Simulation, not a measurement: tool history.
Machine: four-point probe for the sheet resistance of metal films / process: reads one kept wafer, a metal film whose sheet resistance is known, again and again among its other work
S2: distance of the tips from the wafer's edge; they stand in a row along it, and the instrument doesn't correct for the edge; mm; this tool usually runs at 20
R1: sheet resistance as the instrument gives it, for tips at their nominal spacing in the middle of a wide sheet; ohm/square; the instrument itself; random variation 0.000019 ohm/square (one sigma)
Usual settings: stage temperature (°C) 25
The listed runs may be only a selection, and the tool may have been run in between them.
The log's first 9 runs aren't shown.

run 10 hour=331.4 | stage_temperature_(°C)=34 S2=20 | R1=0.09676
run 11 hour=352.6 | stage_temperature_(°C)=25 S2=20 | R1=0.096847
run 12 hour=381.3 | stage_temperature_(°C)=25 S2=20 | R1=0.096777
run 13 hour=409 | stage_temperature_(°C)=31 S2=20 | R1=0.096756
run 14 hour=447.8 | stage_temperature_(°C)=31 S2=20 | R1=0.096729
run 15 hour=485.6 | stage_temperature_(°C)=31 S2=20 | R1=0.096707
run 16 hour=523.6 | stage_temperature_(°C)=31 S2=20 | R1=0.096718
run 17 hour=555.1 | stage_temperature_(°C)=25 S2=20 | R1=0.096734
run 18 hour=578.5 | stage_temperature_(°C)=25 S2=20 | R1=0.096736
run 19 hour=623.7 | stage_temperature_(°C)=25 S2=20 | R1=0.09671
run 20 hour=656 | stage_temperature_(°C)=25 S2=20 | R1=0.096681
run 21 hour=705.3 | stage_temperature_(°C)=25 S2=20 | R1=0.096692
run 22 hour=747.4 | stage_temperature_(°C)=25 S2=20 | R1=0.096648
run 23 hour=790.5 | stage_temperature_(°C)=25 S2=14 | R1=0.096845
run 24 hour=818.4 | stage_temperature_(°C)=25 S2=14 | R1=0.09685
run 25 hour=865.7 | stage_temperature_(°C)=25 S2=14 | R1=0.096856
run 26 hour=902.8 | stage_temperature_(°C)=27 S2=7 | R1=0.098061
run 27 hour=931.8 | stage_temperature_(°C)=30 S2=20 | R1=0.096565

Run 28 has not been measured yet. What should we expect?
run 28 hour=968.7 | stage_temperature_(°C)=22 S2=46 | R1=?

R1: 0.096476 ohm/square
Take away the tool's hidden state, keep the run-to-run variation as it was, and the same run would have given R1 0.097285 ohm/square.
